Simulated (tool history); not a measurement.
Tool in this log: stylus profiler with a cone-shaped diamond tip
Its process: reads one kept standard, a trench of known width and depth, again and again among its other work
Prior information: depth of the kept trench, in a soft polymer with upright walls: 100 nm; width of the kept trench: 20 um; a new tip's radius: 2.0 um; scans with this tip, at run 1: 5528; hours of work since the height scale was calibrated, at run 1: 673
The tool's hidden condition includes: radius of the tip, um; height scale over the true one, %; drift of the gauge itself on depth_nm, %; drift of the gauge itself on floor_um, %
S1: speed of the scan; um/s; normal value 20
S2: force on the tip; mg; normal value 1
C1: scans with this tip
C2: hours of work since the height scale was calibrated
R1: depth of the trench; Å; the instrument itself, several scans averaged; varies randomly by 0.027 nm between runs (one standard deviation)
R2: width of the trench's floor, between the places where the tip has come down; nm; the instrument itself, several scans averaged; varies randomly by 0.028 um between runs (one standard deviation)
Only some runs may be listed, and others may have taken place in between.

run      day  S1    S2    C1   C2      R1     R2
  1        0  20     1  5528  673  1007.9  18300
  2    5.329  20     1  6011  732  1008.3  18230
  3   10.321  20     1  6464  788  1008.4  18260
  4   14.742  20     1  6865  836  1008.5  18140
  5   20.646  20     1  7401  902  1008.5  18200
  6   23.583  20     1  7667  934  1009.4  18180
  7   27.362  20     1  8010  976  1009.6  18140
       33.45  -- new tip fitted, height scale calibrated
  8   33.554  20     1    10    1  1003.8  18660
  9   38.862  20   0.5   492   60  1002.6  18600
 10   43.871  20   0.5   946  115  1002.5  18550
 11   46.712  20   0.5  1204  147  1003.2  18460
 12   52.875  20   0.5  1763  215  1003.1  18490
 13   56.138  20   0.5  2059  251  1003.1  18490
 14   58.854  20   0.5  2305  281  1003.2  18440
 15   62.921  65  1.75  2674  326    1007  18380
 16    69.15  65  1.75  3239  395    1008  18300
 17   73.688  54   2.3  3650  445  1008.9  18360
 18   77.496  14  0.83  3996  487  1005.6  18410
 19   80.771   8  2.89  4293  523  1010.7  18380
 20   83.808   5  0.75  4569  557  1005.5  18390
 21   86.683   6  0.88  4829  588  1006.7  18360
 22   89.817  11  1.35  5114  623  1007.8  18360
 23   94.488   6  1.35  5537  675  1007.5  18340
 24   97.238  20  0.74  5787  705  1006.3  18220
 25  102.025  20  0.74  6221  758    1007  18210
 26  107.783  20  0.74  6744  822  1006.7  18160
 27    112.7  26  0.43  7190  876  1006.3  18030

Alternative continuations, all from the tool just after run 27; predict every row:
  A  116.846  22  1.75  7566  922   ?   ?
  B  116.846  61   0.6  7566  922   ?   ?
  C  116.846   8  0.78  7566  922   ?   ?

run      R1     R2
  A  1010.2  18120
  B  1006.9  17910
  C  1007.6  18170
Without the tool's hidden state the same runs would have given:
run      R1     R2
  A  1006.2  18640
  B    1003  18440
  C  1003.6  18700

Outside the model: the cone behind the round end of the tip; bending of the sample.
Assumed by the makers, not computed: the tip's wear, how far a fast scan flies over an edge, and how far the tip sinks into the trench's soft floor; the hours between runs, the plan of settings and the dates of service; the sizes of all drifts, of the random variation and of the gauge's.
